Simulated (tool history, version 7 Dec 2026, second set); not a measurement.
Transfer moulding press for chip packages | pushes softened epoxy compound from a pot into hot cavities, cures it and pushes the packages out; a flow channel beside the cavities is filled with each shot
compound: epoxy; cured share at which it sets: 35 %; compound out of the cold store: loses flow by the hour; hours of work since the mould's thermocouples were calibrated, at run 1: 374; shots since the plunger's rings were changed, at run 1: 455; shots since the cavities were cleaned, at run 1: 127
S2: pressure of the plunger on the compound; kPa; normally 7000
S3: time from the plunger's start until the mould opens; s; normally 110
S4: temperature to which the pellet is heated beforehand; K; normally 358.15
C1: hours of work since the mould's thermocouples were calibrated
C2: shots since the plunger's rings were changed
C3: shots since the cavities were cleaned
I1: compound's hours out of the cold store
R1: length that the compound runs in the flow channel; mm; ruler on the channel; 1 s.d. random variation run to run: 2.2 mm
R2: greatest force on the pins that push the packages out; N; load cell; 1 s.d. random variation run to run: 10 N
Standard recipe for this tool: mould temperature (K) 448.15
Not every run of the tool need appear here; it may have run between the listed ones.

{"run": 1, "hour": 0.0, "mould temperature (K)": 448.15, "S2": 7000, "S3": 110, "S4": 358.15, "C1": 374, "C2": 455, "C3": 127, "I1": 16, "R1": 647, "R2": 590}
{"run": 2, "hour": 33.6, "mould temperature (K)": 448.15, "S2": 7000, "S3": 110, "S4": 358.15, "C1": 399, "C2": 867, "C3": 539, "I1": 34.4, "R1": 600, "R2": 736}
{"hour": 46.9, "done": "cavities cleaned with cleaning compound and waxed"}
{"run": 3, "hour": 66.0, "mould temperature (K)": 448.15, "S2": 7000, "S3": 110, "S4": 358.15, "C1": 422, "C2": 1246, "C3": 234, "I1": 21.1, "R1": 634, "R2": 600}
{"run": 4, "hour": 99.6, "mould temperature (K)": 448.15, "S2": 7000, "S3": 110, "S4": 358.15, "C1": 446, "C2": 1657, "C3": 645, "I1": 42.5, "R1": 576, "R2": 743}
{"hour": 106.9, "done": "cavities cleaned with cleaning compound and waxed"}
{"run": 5, "hour": 148.2, "mould temperature (K)": 448.15, "S2": 7000, "S3": 110, "S4": 358.15, "C1": 481, "C2": 2235, "C3": 506, "I1": 31.3, "R1": 599, "R2": 717}
{"hour": 168.1, "done": "cavities cleaned with cleaning compound and waxed"}
{"run": 6, "hour": 184.9, "mould temperature (K)": 445.15, "S2": 7000, "S3": 110, "S4": 358.15, "C1": 507, "C2": 2665, "C3": 206, "I1": 47.3, "R1": 568, "R2": 629}
{"hour": 224.7, "done": "cavities cleaned with cleaning compound and waxed"}
{"run": 7, "hour": 225.0, "mould temperature (K)": 448.15, "S2": 7000, "S3": 106, "S4": 358.15, "C1": 536, "C2": 3139, "C3": 4, "I1": 28.7, "R1": 603, "R2": 505}
{"run": 8, "hour": 272.8, "mould temperature (K)": 448.15, "S2": 7000, "S3": 106, "S4": 358.15, "C1": 571, "C2": 3724, "C3": 589, "I1": 15.5, "R1": 635, "R2": 736}
{"hour": 280.2, "done": "cavities cleaned with cleaning compound and waxed"}
{"hour": 311.5, "done": "mould's thermocouples calibrated"}
{"hour": 338.7, "done": "cavities cleaned with cleaning compound and waxed"}
{"run": 9, "hour": 343.8, "mould temperature (K)": 448.15, "S2": 7000, "S3": 129, "S4": 358.15, "C1": 23, "C2": 4533, "C3": 62, "I1": 28.5, "R1": 594, "R2": 484}
{"run": 10, "hour": 377.9, "mould temperature (K)": 448.15, "S2": 7000, "S3": 129, "S4": 358.15, "C1": 48, "C2": 4951, "C3": 480, "I1": 24.9, "R1": 601, "R2": 645}
{"hour": 395.1, "done": "plunger's sealing rings changed"}
{"hour": 396.6, "done": "cavities cleaned with cleaning compound and waxed"}
{"run": 11, "hour": 410.8, "mould temperature (K)": 448.15, "S2": 7000, "S3": 110, "S4": 358.15, "C1": 69, "C2": 173, "C3": 173, "I1": 9.8, "R1": 664, "R2": 602}
{"run": 12, "hour": 448.3, "mould temperature (K)": 448.15, "S2": 7000, "S3": 110, "S4": 358.15, "C1": 97, "C2": 633, "C3": 633, "I1": 17.5, "R1": 640, "R2": 730}
{"hour": 453.8, "done": "cavities cleaned with cleaning compound and waxed"}
{"run": 13, "hour": 501.5, "mould temperature (K)": 448.15, "S2": 7000, "S3": 110, "S4": 358.15, "C1": 136, "C2": 1267, "C3": 585, "I1": 13.9, "R1": 649, "R2": 718}

Expected results for the next run?
{"hour": 508.8, "done": "cavities cleaned with cleaning compound and waxed"}
{"run": 14, "hour": 554.7, "mould temperature (K)": 448.15, "S2": 7000, "S3": 110, "S4": 355.15, "C1": 174, "C2": 1900, "C3": 563, "I1": 30.4, "R1": "?", "R2": "?"}

Run 14 came out at R1 603 mm, R2 715 N.
Without the tool's hidden state the same run would have given R1 611 mm, R2 463 N.
